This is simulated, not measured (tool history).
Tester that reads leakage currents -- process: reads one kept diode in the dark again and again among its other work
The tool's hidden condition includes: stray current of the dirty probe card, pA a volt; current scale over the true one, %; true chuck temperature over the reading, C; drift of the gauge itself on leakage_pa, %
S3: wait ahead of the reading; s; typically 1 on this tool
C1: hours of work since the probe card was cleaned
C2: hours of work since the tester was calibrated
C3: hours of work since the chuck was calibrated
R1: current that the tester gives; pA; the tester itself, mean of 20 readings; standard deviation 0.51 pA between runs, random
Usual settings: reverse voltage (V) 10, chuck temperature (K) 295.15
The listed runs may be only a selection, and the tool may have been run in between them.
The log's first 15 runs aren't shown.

Run 16, hour 1922.6: usual settings but reverse voltage (V) 3.5, S3 0.4 s; C1 1411; C2 3710; C3 540. Result: R1 95.55 pA.
Run 17, hour 2017.2: usual settings but reverse voltage (V) 3.5, S3 0.4 s; C1 1470; C2 3769; C3 600. Result: R1 95.33 pA.
Run 18, hour 2176.8: usual settings but reverse voltage (V) 3.5, S3 0.4 s; C1 1570; C2 3869; C3 699. Result: R1 94.16 pA.
Run 19, hour 2254.7: usual settings but reverse voltage (V) 3.5, S3 0.4 s; C1 1618; C2 3917; C3 748. Result: R1 93.57 pA.
Run 20, hour 2400.2: usual settings but reverse voltage (V) 3.5, S3 0.4 s; C1 1709; C2 4008; C3 839. Result: R1 92.48 pA.
Run 21, hour 2509: usual settings but reverse voltage (V) 3.5, S3 0.4 s; C1 1777; C2 4077; C3 907. Result: R1 92.08 pA.
Run 22, hour 2611: usual settings but reverse voltage (V) 3.5, S3 0.4 s; C1 1841; C2 4140; C3 971. Result: R1 90.92 pA.
Run 23, hour 2759: usual settings but reverse voltage (V) 16.2, chuck temperature (K) 317.15, S3 3.34 s; C1 1934; C2 4233; C3 1064. Result: R1 1406.17 pA.
Run 24, hour 2870.3: usual settings but reverse voltage (V) 17.1, chuck temperature (K) 303.15, S3 3.34 s; C1 2003; C2 4302; C3 1133. Result: R1 425.61 pA.
At hour 3001.4: chuck's temperature calibrated.
At hour 3036.1: tester calibrated.
Run 25, hour 3051.3: usual settings but reverse voltage (V) 17.1, chuck temperature (K) 303.15, S3 3.34 s; C1 2114; C2 10; C3 30. Result: R1 482.42 pA.
Run 26, hour 3187: usual settings but reverse voltage (V) 9, chuck temperature (K) 311.15, S3 1.19 s; C1 2199; C2 94; C3 115. Result: R1 694.5 pA.
Run 27, hour 3265: usual settings but reverse voltage (V) 3.7, chuck temperature (K) 311.15, S3 1.19 s; C1 2248; C2 143; C3 164. Result: R1 441.06 pA.
Run 28, hour 3347.7: usual settings but reverse voltage (V) 1, chuck temperature (K) 316.15, S3 4.41 s; C1 2299; C2 195; C3 215. Result: R1 344.92 pA.
Run 29, hour 3495.4: usual settings but reverse voltage (V) 1, chuck temperature (K) 316.15, S3 4.41 s; C1 2392; C2 287; C3 308. Result: R1 339.45 pA.

What will run 30 give?
Run 30, hour 3601.8: usual settings but reverse voltage (V) 1, chuck temperature (K) 316.15, S3 4.41 s; C1 2458; C2 354; C3 374. Result: R1 ?.

Run 30 measured R1 337.81 pA.
Had the tool carried no hidden state, the very same run would have given R1 351.19 pA.

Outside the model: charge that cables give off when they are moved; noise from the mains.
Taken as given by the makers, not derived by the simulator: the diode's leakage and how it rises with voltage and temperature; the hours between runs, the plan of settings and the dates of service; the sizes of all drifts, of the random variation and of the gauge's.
